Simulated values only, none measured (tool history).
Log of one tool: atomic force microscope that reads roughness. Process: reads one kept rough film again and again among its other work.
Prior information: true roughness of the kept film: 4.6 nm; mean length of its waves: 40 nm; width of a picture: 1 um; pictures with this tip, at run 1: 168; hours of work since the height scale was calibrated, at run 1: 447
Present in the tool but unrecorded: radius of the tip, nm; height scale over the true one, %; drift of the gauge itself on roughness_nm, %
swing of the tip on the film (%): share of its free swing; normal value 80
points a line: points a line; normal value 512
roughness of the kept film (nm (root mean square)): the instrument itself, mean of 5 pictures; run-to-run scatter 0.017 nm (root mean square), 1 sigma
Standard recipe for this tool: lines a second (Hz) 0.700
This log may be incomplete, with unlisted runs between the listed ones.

run,hour,lines a second (Hz),swing of the tip on the film (%),points a line,pictures with this tip,hours of work since the height scale was calibrated,roughness of the kept film (nm (root mean square))
1,0.0,0.700,80,512,168,447,3.219
2,20.7,0.700,80,817,202,458,3.121
# hour 28.8: new tip fitted
3,51.9,0.700,75,512,38,473,3.875
4,74.8,0.700,75,512,76,484,3.660
5,89.7,0.700,80,512,101,491,3.517
6,116.5,0.700,80,512,145,505,3.325
7,134.3,0.700,80,512,175,513,3.229
8,148.4,0.700,80,512,198,520,3.162
# hour 158.4: new tip fitted
9,163.6,0.700,80,512,9,528,4.011
10,176.4,0.700,80,512,30,534,3.880
11,202.4,0.700,80,512,73,547,3.698
12,222.3,0.700,80,512,106,557,3.565
13,250.5,0.700,80,512,153,570,3.316
14,273.5,0.700,80,512,191,582,3.197
# hour 288.4: new tip fitted
15,296.3,0.700,80,512,13,593,3.970
16,313.6,0.700,80,512,42,601,3.831
17,333.4,0.700,80,512,75,611,3.661
18,355.9,0.700,80,512,112,622,3.502
19,380.6,0.700,80,512,153,634,3.346
20,404.7,0.700,80,512,193,646,3.191
# hour 416.8: new tip fitted
21,433.5,0.700,80,512,27,660,3.866
22,447.9,0.700,84,512,51,667,3.780
23,474.4,0.700,80,512,95,680,3.602
24,495.9,0.700,80,512,131,691,3.486
25,510.5,0.700,86,512,155,698,3.314
26,539.9,0.700,86,512,204,713,3.154
# hour 542.1: height scale calibrated on a step standard
# hour 546.5: new tip fitted
27,563.6,1.216,61,836,29,10,3.952
28,578.5,0.639,55,836,54,18,3.836
29,607.9,1.256,80,315,102,32,3.468
30,638.4,1.653,86,593,153,47,3.078
31,657.8,1.653,86,593,185,57,2.966
# hour 675.1: new tip fitted
32,681.0,3.702,63,512,10,68,3.786
# hour 690.8: height scale calibrated on a step standard, once more
33,695.3,3.702,63,512,32,2,3.718
34,719.8,0.508,72,512,73,14,3.798
35,739.8,0.508,72,512,106,24,3.630
36,753.6,0.700,58,665,129,31,3.542
37,767.5,0.700,80,263,152,38,3.327
38,795.9,1.295,88,512,199,52,3.001
# hour 804.7: new tip fitted
39,817.6,1.295,88,512,21,62,3.731
40,840.8,1.295,88,512,60,74,3.537
41,854.3,1.295,88,512,82,80,3.435
42,870.9,1.308,57,452,110,89,3.604
43,885.9,1.308,57,452,135,96,3.517
44,899.4,0.679,61,371,157,103,3.439
45,923.0,0.679,61,371,196,114,3.262
# hour 934.6: new tip fitted
46,943.6,0.679,61,371,15,124,4.082
47,958.3,0.679,61,371,39,131,3.946
48,983.5,0.700,85,851,81,144,3.610

How would selected steps in roughness of the kept film (nm (root mean square)) from run to run divide? Give the signed amount a tool lacking its hidden state would still show from settings, what came in and random variation, and the signed amount left for the hidden state, including any gauge scatter that is not in both of the compared results.
Run 8 -> 9: new tip fitted. roughness of the kept film (nm (root mean square)) +0.849: hidden state +0.826, all else +0.023.
Run 14 -> 15: new tip fitted. roughness of the kept film (nm (root mean square)) +0.773: hidden state +0.767, all else +0.006.
Run 31 -> 32: lines a second (Hz) 1.653 -> 3.702, swing of the tip on the film (%) 86 -> 63, points a line 593 -> 512, new tip fitted. roughness of the kept film (nm (root mean square)) +0.820: hidden state +0.673, all else +0.147.
Run 45 -> 46: new tip fitted. roughness of the kept film (nm (root mean square)) +0.820: hidden state +0.786, all else +0.034.
